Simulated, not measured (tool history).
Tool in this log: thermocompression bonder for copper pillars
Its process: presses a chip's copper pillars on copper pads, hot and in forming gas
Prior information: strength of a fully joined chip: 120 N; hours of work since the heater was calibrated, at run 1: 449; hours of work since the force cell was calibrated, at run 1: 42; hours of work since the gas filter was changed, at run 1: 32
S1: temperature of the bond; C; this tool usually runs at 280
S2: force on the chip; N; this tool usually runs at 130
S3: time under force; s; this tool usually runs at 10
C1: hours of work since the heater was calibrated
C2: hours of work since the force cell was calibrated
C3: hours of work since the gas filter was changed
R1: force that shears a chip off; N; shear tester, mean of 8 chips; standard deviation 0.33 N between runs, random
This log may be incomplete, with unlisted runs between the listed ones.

Run 1, day 0.000: usual settings; C1 449; C2 42; C3 32. Result: R1 73.4 N.
Run 2, day 0.262: usual settings but S2 79 N; C1 453; C2 46; C3 36. Result: R1 55.1 N.
Run 3, day 0.612: usual settings; C1 459; C2 52; C3 42. Result: R1 72.7 N.
Run 4, day 0.925: usual settings; C1 465; C2 57; C3 47. Result: R1 73.3 N.
Run 5, day 1.133: usual settings; C1 468; C2 61; C3 51. Result: R1 73.0 N.
Run 6, day 1.504: usual settings but S1 269 C; C1 474; C2 67; C3 57. Result: R1 64.2 N.
Run 7, day 1.896: usual settings but S1 269 C; C1 481; C2 74; C3 64. Result: R1 63.9 N.
Run 8, day 2.333: usual settings but S2 174 N; C1 488; C2 81; C3 71. Result: R1 82.9 N.
Run 9, day 2.788: usual settings; C1 496; C2 89; C3 79. Result: R1 72.6 N.
Run 10, day 3.025: usual settings; C1 500; C2 93; C3 83. Result: R1 72.4 N.
Run 11, day 3.242: usual settings; C1 504; C2 97; C3 87. Result: R1 71.8 N.
Run 12, day 3.675: usual settings; C1 511; C2 104; C3 94. Result: R1 72.3 N.
Run 13, day 4.100: usual settings; C1 519; C2 111; C3 101. Result: R1 72.1 N.
Run 14, day 4.392: usual settings; C1 524; C2 116; C3 106. Result: R1 71.5 N.
Run 15, day 4.642: usual settings; C1 528; C2 120; C3 111. Result: R1 71.0 N.
Run 16, day 4.867: usual settings; C1 532; C2 124; C3 114. Result: R1 71.7 N.
Run 17, day 5.179: usual settings; C1 537; C2 130; C3 120. Result: R1 71.3 N.
Run 18, day 5.625: usual settings but S1 254 C; C1 545; C2 137; C3 127. Result: R1 50.5 N.
Run 19, day 5.925: usual settings but S1 254 C; C1 550; C2 142; C3 132. Result: R1 50.7 N.
Run 20, day 6.238: usual settings but S1 308 C; C1 555; C2 148; C3 138. Result: R1 91.5 N.
Run 21, day 6.633: usual settings but S1 308 C; C1 562; C2 154; C3 145. Result: R1 90.9 N.
Run 22, day 7.000: usual settings but S1 293 C, S2 101 N; C1 568; C2 160; C3 151. Result: R1 71.4 N.
Run 23, day 7.433: usual settings but S1 293 C, S2 101 N; C1 575; C2 168; C3 158. Result: R1 71.8 N.
Run 24, day 7.658: usual settings but S1 252 C, S2 154 N; C1 579; C2 172; C3 162. Result: R1 53.5 N.
Run 25, day 8.108: usual settings but S1 252 C, S2 154 N; C1 587; C2 179; C3 170. Result: R1 53.6 N.
Run 26, day 8.333: usual settings but S3 5 s; C1 591; C2 183; C3 173. Result: R1 56.5 N.
Run 27, day 8.600: usual settings but S3 5 s; C1 595; C2 188; C3 178. Result: R1 56.1 N.
Run 28, day 8.983: usual settings but S1 304 C, S2 106 N, S3 15 s; C1 602; C2 194; C3 184. Result: R1 88.3 N.
At day 9.125: forming gas filter changed.
Run 29, day 9.446: usual settings but S2 118 N; C1 609; C2 202; C3 5. Result: R1 71.0 N.
Run 30, day 9.854: usual settings but S3 8 s; C1 616; C2 209; C3 12. Result: R1 70.3 N.
Run 31, day 10.258: usual settings but S2 166 N, S3 15 s; C1 623; C2 216; C3 19. Result: R1 91.8 N.
Run 32, day 10.696: usual settings but S1 260 C, S2 147 N, S3 13 s; C1 630; C2 223; C3 27. Result: R1 67.8 N.
Run 33, day 10.958: usual settings but S1 306 C, S2 114 N, S3 6 s; C1 635; C2 227; C3 31. Result: R1 79.0 N.
Run 34, day 11.358: usual settings but S1 306 C, S2 114 N, S3 15 s; C1 642; C2 234; C3 38. Result: R1 97.0 N.
Run 35, day 11.612: usual settings but S1 304 C, S2 101 N, S3 18 s; C1 646; C2 239; C3 42. Result: R1 95.2 N.

Predict each of these 3 candidate next runs independently; none follows another, all start after run 35:
Run A, day 12.058: usual settings but S1 305 C, S2 113 N; C1 653; C2 246; C3 50. Result: R1 ?.
Run B, day 12.058: usual settings but S1 281 C; C1 653; C2 246; C3 50. Result: R1 ?.
Run C, day 12.058: usual settings but S1 304 C, S2 101 N, S3 12 s; C1 653; C2 246; C3 50. Result: R1 ?.

run    R1
  A  88.4
  B  74.8
  C  87.5
With no hidden state in the tool, these same runs would have given:
run    R1
  A  87.5
  B  73.2
  C  86.5
